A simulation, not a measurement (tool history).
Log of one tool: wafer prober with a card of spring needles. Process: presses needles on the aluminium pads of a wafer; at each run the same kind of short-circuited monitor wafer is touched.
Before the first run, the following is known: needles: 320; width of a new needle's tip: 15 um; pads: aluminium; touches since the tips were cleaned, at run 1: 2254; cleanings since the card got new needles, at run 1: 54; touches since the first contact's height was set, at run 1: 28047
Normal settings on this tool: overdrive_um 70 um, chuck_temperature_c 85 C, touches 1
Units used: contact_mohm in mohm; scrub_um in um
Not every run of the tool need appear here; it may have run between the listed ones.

run,hour,overdrive_um,chuck_temperature_c,touches,touches since the tips were cleaned,cleanings since the card got new needles,touches since the first contact's height was set,contact_mohm,scrub_um
1,0.0,70,85,1,2254,54,28047,236,18.21
# hour 2.9: tips cleaned on abrasive film
# hour 9.9: tips cleaned on abrasive film
# hour 16.9: tips cleaned on abrasive film
# hour 23.9: tips cleaned on abrasive film
2,26.2,70,85,1,1520,58,45191,233,18.23
# hour 30.5: tips cleaned on abrasive film
# hour 37.3: tips cleaned on abrasive film
# hour 44.3: tips cleaned on abrasive film
# hour 50.4: tips cleaned on abrasive film
3,50.4,70,85,1,0,62,61019,234,18.21
# hour 57.5: tips cleaned on abrasive film
# hour 59.1: height of the first contact set anew
# hour 64.8: tips cleaned on abrasive film
# hour 70.4: tips cleaned on abrasive film
# hour 76.5: tips cleaned on abrasive film
4,76.5,70,85,1,0,66,11329,233,18.25
# hour 83.4: tips cleaned on abrasive film
# hour 90.2: tips cleaned on abrasive film
5,92.0,70,85,1,1184,68,21506,234,18.21
# hour 96.3: tips cleaned on abrasive film
# hour 101.9: tips cleaned on abrasive film
# hour 107.9: tips cleaned on abrasive film
6,107.9,70,85,2,0,71,31902,236,18.22
# hour 115.0: tips cleaned on abrasive film
# hour 120.6: tips cleaned on abrasive film
# hour 127.6: tips cleaned on abrasive film
# hour 134.5: tips cleaned on abrasive film
7,135.6,70,85,2,732,75,49984,236,18.17
# hour 141.2: tips cleaned on abrasive film
# hour 146.9: tips cleaned on abrasive film
# hour 153.9: tips cleaned on abrasive film
8,156.4,70,85,2,1655,78,63591,234,18.21
# hour 160.5: tips cleaned on abrasive film
# hour 160.8: height of the first contact set anew
# hour 167.7: tips cleaned on abrasive film
# hour 173.4: tips cleaned on abrasive film
# hour 180.2: tips cleaned on abrasive film
# hour 185.9: tips cleaned on abrasive film
9,186.1,60,85,1,161,83,16515,235,15.61
# hour 191.7: tips cleaned on abrasive film
# hour 197.3: tips cleaned on abrasive film
# hour 204.3: tips cleaned on abrasive film
# hour 210.9: tips cleaned on abrasive film
10,215.4,60,85,1,2975,87,35722,238,15.60
# hour 216.9: tips cleaned on abrasive film
# hour 222.6: tips cleaned on abrasive film
# hour 229.3: tips cleaned on abrasive film
# hour 236.1: tips cleaned on abrasive film
11,240.7,60,85,1,3102,91,52261,240,15.60
# hour 242.2: tips cleaned on abrasive film
# hour 249.1: tips cleaned on abrasive film
# hour 256.1: tips cleaned on abrasive film
# hour 261.8: tips cleaned on abrasive film
# hour 263.4: height of the first contact set anew
12,264.7,70,85,1,1754,95,833,236,18.19
# hour 269.0: tips cleaned on abrasive film
# hour 275.8: tips cleaned on abrasive film
# hour 282.8: tips cleaned on abrasive film
13,285.9,70,85,1,2023,98,14702,237,18.21
# hour 288.7: tips cleaned on abrasive film
# hour 295.8: tips cleaned on abrasive film
14,298.2,70,85,1,1627,100,22778,233,18.21
# hour 302.5: tips cleaned on abrasive film
# hour 308.1: tips cleaned on abrasive film
15,311.5,70,85,2,2211,102,31437,234,18.23
# hour 314.0: tips cleaned on abrasive film
# hour 320.9: tips cleaned on abrasive film
# hour 327.8: tips cleaned on abrasive film
# hour 334.8: tips cleaned on abrasive film
16,337.0,70,85,2,1436,106,48123,235,18.21
# hour 341.2: tips cleaned on abrasive film
# hour 346.9: tips cleaned on abrasive film
17,352.4,70,85,2,3635,108,58206,233,18.14
# hour 353.9: tips cleaned on abrasive film
# hour 360.8: tips cleaned on abrasive film
# hour 365.3: height of the first contact set anew
# hour 367.9: tips cleaned on abrasive film
# hour 373.7: tips cleaned on abrasive film
18,373.7,70,85,1,0,112,5502,235,18.21
# hour 380.8: tips cleaned on abrasive film
# hour 386.4: tips cleaned on abrasive film
# hour 392.1: tips cleaned on abrasive film
19,395.5,70,85,1,2292,115,19765,234,18.22
# hour 398.4: tips cleaned on abrasive film
# hour 405.2: tips cleaned on abrasive film
# hour 412.3: tips cleaned on abrasive film
20,416.7,70,32,1,2973,118,33656,222,18.20
# hour 418.2: tips cleaned on abrasive film
# hour 425.2: tips cleaned on abrasive film
# hour 430.9: tips cleaned on abrasive film
# hour 437.9: tips cleaned on abrasive film
# hour 443.6: tips cleaned on abrasive film
21,443.6,70,32,1,4,123,51157,222,18.21
# hour 449.4: tips cleaned on abrasive film
# hour 455.1: tips cleaned on abrasive film
# hour 460.7: tips cleaned on abrasive film
22,465.2,70,32,1,2968,126,65302,220,18.19
# hour 466.7: tips cleaned on abrasive film
# hour 467.0: height of the first contact set anew
# hour 472.6: tips cleaned on abrasive film
# hour 478.3: tips cleaned on abrasive film
# hour 485.3: tips cleaned on abrasive film
23,490.6,86,49,2,3552,130,15527,221,22.32
# hour 492.1: tips cleaned on abrasive film
# hour 497.8: tips cleaned on abrasive film
# hour 503.4: tips cleaned on abrasive film
24,507.4,70,85,2,2663,133,26481,235,18.25
# hour 510.3: tips cleaned on abrasive film
# hour 516.0: tips cleaned on abrasive film
# hour 522.9: tips cleaned on abrasive film
# hour 528.6: tips cleaned on abrasive film
25,532.8,70,85,2,2820,137,43095,236,18.18

Here are 4 independent what-if runs from the current tool condition. What would each one return?
# hour 534.3: tips cleaned on abrasive film
# hour 540.0: tips cleaned on abrasive film
# hour 545.6: tips cleaned on abrasive film
# hour 552.4: tips cleaned on abrasive film
# hour 558.0: tips cleaned on abrasive film
A,562.8,70,85,2,3158,142,62658,?,?
# hour 534.3: tips cleaned on abrasive film
# hour 540.0: tips cleaned on abrasive film
# hour 545.6: tips cleaned on abrasive film
# hour 552.4: tips cleaned on abrasive film
# hour 558.0: tips cleaned on abrasive film
B,562.8,70,56,1,3158,142,62658,?,?
# hour 534.3: tips cleaned on abrasive film
# hour 540.0: tips cleaned on abrasive film
# hour 545.6: tips cleaned on abrasive film
# hour 552.4: tips cleaned on abrasive film
# hour 558.0: tips cleaned on abrasive film
C,562.8,81,85,2,3158,142,62658,?,?
# hour 534.3: tips cleaned on abrasive film
# hour 540.0: tips cleaned on abrasive film
# hour 545.6: tips cleaned on abrasive film
# hour 552.4: tips cleaned on abrasive film
# hour 558.0: tips cleaned on abrasive film
D,562.8,82,114,2,3158,142,62658,?,?

run,contact_mohm,scrub_um
A,235,18.24
B,231,18.19
C,235,21.03
D,239,21.28
With no hidden state in the tool, these same runs would have given:
run,contact_mohm,scrub_um
A,235,18.24
B,231,18.20
C,235,21.04
D,239,21.29
